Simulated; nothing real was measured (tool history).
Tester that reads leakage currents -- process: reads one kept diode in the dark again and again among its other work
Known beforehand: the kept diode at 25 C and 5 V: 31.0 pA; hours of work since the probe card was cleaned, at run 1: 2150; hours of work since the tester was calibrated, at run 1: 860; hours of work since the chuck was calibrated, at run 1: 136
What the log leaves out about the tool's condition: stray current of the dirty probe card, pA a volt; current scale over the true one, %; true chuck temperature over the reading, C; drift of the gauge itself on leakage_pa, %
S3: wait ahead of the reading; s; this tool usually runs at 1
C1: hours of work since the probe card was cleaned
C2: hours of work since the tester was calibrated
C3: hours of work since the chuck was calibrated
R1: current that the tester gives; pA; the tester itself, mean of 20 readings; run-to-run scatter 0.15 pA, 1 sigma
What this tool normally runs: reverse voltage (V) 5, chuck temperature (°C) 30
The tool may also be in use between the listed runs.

run 1 hour=0 | reverse_voltage_(V)=5 chuck_temperature_(°C)=30 S3=1 | C1=2150 C2=860 C3=136 | R1=45.5
run 2 hour=93.5 | reverse_voltage_(V)=5 chuck_temperature_(°C)=30 S3=1 | C1=2199 C2=909 C3=185 | R1=45.77
run 3 hour=139.6 | reverse_voltage_(V)=5 chuck_temperature_(°C)=26 S3=1 | C1=2223 C2=933 C3=209 | R1=34.61
run 4 hour=227 | reverse_voltage_(V)=1.72 chuck_temperature_(°C)=30 S3=1 | C1=2269 C2=979 C3=255 | R1=28.11
run 5 hour=301.6 | reverse_voltage_(V)=5 chuck_temperature_(°C)=30 S3=1 | C1=2308 C2=1018 C3=294 | R1=46.06
run 6 hour=414.9 | reverse_voltage_(V)=5 chuck_temperature_(°C)=30 S3=1 | C1=2368 C2=1078 C3=354 | R1=45.53
run 7 hour=467.6 | reverse_voltage_(V)=5 chuck_temperature_(°C)=30 S3=1 | C1=2396 C2=1106 C3=382 | R1=45.91
run 8 hour=560.3 | reverse_voltage_(V)=5 chuck_temperature_(°C)=30 S3=1 | C1=2444 C2=1154 C3=431 | R1=45.76
run 9 hour=637.7 | reverse_voltage_(V)=5 chuck_temperature_(°C)=30 S3=1 | C1=2485 C2=1195 C3=471 | R1=45.75
run 10 hour=726.9 | reverse_voltage_(V)=5 chuck_temperature_(°C)=30 S3=1 | C1=2532 C2=1242 C3=518 | R1=45.77
run 11 hour=796.1 | reverse_voltage_(V)=5 chuck_temperature_(°C)=30 S3=1 | C1=2568 C2=1278 C3=555 | R1=45.89
run 12 hour=908 | reverse_voltage_(V)=5 chuck_temperature_(°C)=21 S3=1 | C1=2627 C2=1337 C3=613 | R1=24.23
run 13 hour=958.3 | reverse_voltage_(V)=13.82 chuck_temperature_(°C)=30 S3=1 | C1=2654 C2=1364 C3=640 | R1=73.14
run 14 hour=1022.5 | reverse_voltage_(V)=5 chuck_temperature_(°C)=30 S3=1 | C1=2687 C2=1397 C3=674 | R1=45.72
run 15 hour=1136.5 | reverse_voltage_(V)=5 chuck_temperature_(°C)=30 S3=1 | C1=2747 C2=1457 C3=734 | R1=45.82
run 16 hour=1225.2 | reverse_voltage_(V)=5 chuck_temperature_(°C)=30 S3=0.66 | C1=2794 C2=1504 C3=780 | R1=46.34
-- hour=1254.6 probe card cleaned and baked
run 17 hour=1330.3 | reverse_voltage_(V)=2.14 chuck_temperature_(°C)=30 S3=4.3 | C1=40 C2=1558 C3=834 | R1=30.86
run 18 hour=1442 | reverse_voltage_(V)=5 chuck_temperature_(°C)=30 S3=4.6 | C1=99 C2=1617 C3=893 | R1=44.84
run 19 hour=1552.2 | reverse_voltage_(V)=5 chuck_temperature_(°C)=30 S3=4.6 | C1=157 C2=1675 C3=951 | R1=44.65
run 20 hour=1647.7 | reverse_voltage_(V)=7.02 chuck_temperature_(°C)=30 S3=2.85 | C1=207 C2=1725 C3=1001 | R1=52.15
run 21 hour=1741 | reverse_voltage_(V)=1.28 chuck_temperature_(°C)=28 S3=0.66 | C1=256 C2=1774 C3=1050 | R1=21.73
run 22 hour=1846.3 | reverse_voltage_(V)=1.28 chuck_temperature_(°C)=59 S3=2.54 | C1=311 C2=1829 C3=1105 | R1=162.16
run 23 hour=1941.2 | reverse_voltage_(V)=1.28 chuck_temperature_(°C)=37 S3=0.53 | C1=361 C2=1879 C3=1155 | R1=40.78
run 24 hour=2003.6 | reverse_voltage_(V)=13.08 chuck_temperature_(°C)=56 S3=0.41 | C1=394 C2=1912 C3=1188 | R1=383.91
run 25 hour=2071.2 | reverse_voltage_(V)=5 chuck_temperature_(°C)=37 S3=0.94 | C1=430 C2=1948 C3=1224 | R1=73.99
run 26 hour=2176.7 | reverse_voltage_(V)=5 chuck_temperature_(°C)=29 S3=2.18 | C1=485 C2=2003 C3=1279 | R1=42.44
run 27 hour=2282.6 | reverse_voltage_(V)=5 chuck_temperature_(°C)=29 S3=2.18 | C1=541 C2=2059 C3=1335 | R1=42.06

Across each entry between runs, compare the hidden state at the last listed run before it with the hidden state at the first listed run after it:
Run 16 -> run 17: probe card cleaned and baked (hour 1254.6)
  stray current of the dirty probe card, pA a volt: 0.029 -> 0.02

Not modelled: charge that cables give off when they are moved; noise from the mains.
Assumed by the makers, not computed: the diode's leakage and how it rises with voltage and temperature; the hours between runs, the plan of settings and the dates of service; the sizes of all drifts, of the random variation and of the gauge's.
